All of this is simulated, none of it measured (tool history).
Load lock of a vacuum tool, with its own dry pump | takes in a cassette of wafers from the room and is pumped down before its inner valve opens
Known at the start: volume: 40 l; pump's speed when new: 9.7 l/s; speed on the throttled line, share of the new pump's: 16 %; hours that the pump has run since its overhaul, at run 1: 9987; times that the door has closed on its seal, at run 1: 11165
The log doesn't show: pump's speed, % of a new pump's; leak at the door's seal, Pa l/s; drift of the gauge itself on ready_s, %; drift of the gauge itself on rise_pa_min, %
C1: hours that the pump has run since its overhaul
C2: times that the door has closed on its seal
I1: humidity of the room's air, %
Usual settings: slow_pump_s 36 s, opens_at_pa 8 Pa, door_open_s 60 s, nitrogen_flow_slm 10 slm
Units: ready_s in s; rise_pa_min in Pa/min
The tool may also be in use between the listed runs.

{"run": 1, "hour": 0.0, "slow_pump_s": 36, "opens_at_pa": 8, "door_open_s": 60, "nitrogen_flow_slm": 10, "C1": 9987, "C2": 11165, "I1": 42.1, "ready_s": 81.1, "rise_pa_min": 0.072}
{"run": 2, "hour": 74.5, "slow_pump_s": 36, "opens_at_pa": 8, "door_open_s": 60, "nitrogen_flow_slm": 6, "C1": 10061, "C2": 11316, "I1": 48.1, "ready_s": 80.3, "rise_pa_min": 0.088}
{"run": 3, "hour": 225.4, "slow_pump_s": 29, "opens_at_pa": 8, "door_open_s": 60, "nitrogen_flow_slm": 6, "C1": 10212, "C2": 11623, "I1": 45.6, "ready_s": 74.0, "rise_pa_min": 0.076}
{"hour": 277.1, "done": "dry pump taken out, an overhauled one fitted"}
{"run": 4, "hour": 368.1, "slow_pump_s": 29, "opens_at_pa": 8, "door_open_s": 60, "nitrogen_flow_slm": 6, "C1": 91, "C2": 11900, "I1": 42.3, "ready_s": 63.5, "rise_pa_min": 0.079}
{"run": 5, "hour": 478.4, "slow_pump_s": 29, "opens_at_pa": 8, "door_open_s": 60, "nitrogen_flow_slm": 6, "C1": 201, "C2": 12124, "I1": 46.5, "ready_s": 63.6, "rise_pa_min": 0.084}
{"run": 6, "hour": 565.7, "slow_pump_s": 22, "opens_at_pa": 8, "door_open_s": 60, "nitrogen_flow_slm": 10, "C1": 289, "C2": 12301, "I1": 44.0, "ready_s": 57.7, "rise_pa_min": 0.074}
{"run": 7, "hour": 664.7, "slow_pump_s": 25, "opens_at_pa": 10, "door_open_s": 42, "nitrogen_flow_slm": 4, "C1": 388, "C2": 12502, "I1": 47.1, "ready_s": 58.6, "rise_pa_min": 0.072}
{"run": 8, "hour": 798.2, "slow_pump_s": 28, "opens_at_pa": 8, "door_open_s": 29, "nitrogen_flow_slm": 28, "C1": 521, "C2": 12773, "I1": 40.7, "ready_s": 62.9, "rise_pa_min": 0.038}
{"run": 9, "hour": 923.5, "slow_pump_s": 28, "opens_at_pa": 8, "door_open_s": 29, "nitrogen_flow_slm": 28, "C1": 646, "C2": 13027, "I1": 44.7, "ready_s": 62.9, "rise_pa_min": 0.038}
{"run": 10, "hour": 1068.5, "slow_pump_s": 58, "opens_at_pa": 14, "door_open_s": 41, "nitrogen_flow_slm": 10, "C1": 791, "C2": 13321, "I1": 45.1, "ready_s": 85.3, "rise_pa_min": 0.055}
{"run": 11, "hour": 1172.7, "slow_pump_s": 37, "opens_at_pa": 10, "door_open_s": 205, "nitrogen_flow_slm": 10, "C1": 896, "C2": 13533, "I1": 40.9, "ready_s": 70.2, "rise_pa_min": 0.142}

3 ways to go on from here, each from the tool as it stands after run 11. What would each give?
{"run": "A", "hour": 1256.0, "slow_pump_s": 36, "opens_at_pa": 11, "door_open_s": 60, "nitrogen_flow_slm": 10, "C1": 979, "C2": 13702, "I1": 42.1, "ready_s": "?", "rise_pa_min": "?"}
{"run": "B", "hour": 1256.0, "slow_pump_s": 36, "opens_at_pa": 8, "door_open_s": 60, "nitrogen_flow_slm": 4, "C1": 979, "C2": 13702, "I1": 47.9, "ready_s": "?", "rise_pa_min": "?"}
{"run": "C", "hour": 1256.0, "slow_pump_s": 37, "opens_at_pa": 10, "door_open_s": 27, "nitrogen_flow_slm": 9, "C1": 979, "C2": 13702, "I1": 45.9, "ready_s": "?", "rise_pa_min": "?"}

run=A ready_s=68.3 rise_pa_min=0.070
run=B ready_s=69.7 rise_pa_min=0.088
run=C ready_s=69.4 rise_pa_min=0.051
Without the tool's hidden state the same runs would have given:
run=A ready_s=67.8 rise_pa_min=0.058
run=B ready_s=69.1 rise_pa_min=0.076
run=C ready_s=68.9 rise_pa_min=0.039
